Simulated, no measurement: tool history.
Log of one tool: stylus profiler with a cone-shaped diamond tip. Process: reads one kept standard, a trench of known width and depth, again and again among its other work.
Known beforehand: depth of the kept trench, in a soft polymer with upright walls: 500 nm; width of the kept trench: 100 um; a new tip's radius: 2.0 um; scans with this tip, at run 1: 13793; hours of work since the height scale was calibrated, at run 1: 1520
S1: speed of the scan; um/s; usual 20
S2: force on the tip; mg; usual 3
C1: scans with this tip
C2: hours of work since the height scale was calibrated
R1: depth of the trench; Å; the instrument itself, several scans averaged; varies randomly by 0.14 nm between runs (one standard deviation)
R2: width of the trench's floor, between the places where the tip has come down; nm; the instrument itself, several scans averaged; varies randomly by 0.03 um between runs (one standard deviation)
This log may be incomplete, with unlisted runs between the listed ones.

run	hour	S1	S2	C1	C2	R1	R2
1	0	20	3	13793	1520	5073.5	95800
2	93.4	20	1.93	14218	1567	5047.6	95780
3	212.2	20	1.93	14759	1626	5048.6	95740
# hour 308.5: new tip fitted, height scale calibrated
4	339.6	20	1.93	142	16	5069.7	97310
5	436.1	20	1.93	581	64	5066.8	97240
6	511.1	20	1.93	923	102	5067.9	97220
7	619.9	8	1.86	1418	156	5065.6	97130
8	747.9	29	3.46	2001	220	5097.2	97070
9	859.9	21	2.32	2511	277	5071.4	97020
10	922.5	34	3.36	2795	308	5096.4	96960
11	1013.5	8	8.71	3210	354	5184.6	96970

4 options for the next run, each taken on its own from the tool as it stands now. Forecast them:
A	1103.4	10	8.38	3619	399	?	?
B	1103.4	42	8.85	3619	399	?	?
C	1103.4	51	3.48	3619	399	?	?
D	1103.4	21	4.63	3619	399	?	?

run	R1	R2
A	5177.5	96960
B	5183.3	96860
C	5093.7	96830
D	5116.1	96910
Stripped of hidden state, with their random variation kept, the same runs would have yielded:
run	R1	R2
A	5184.5	97410
B	5190.3	97300
C	5100.6	97270
D	5123	97350
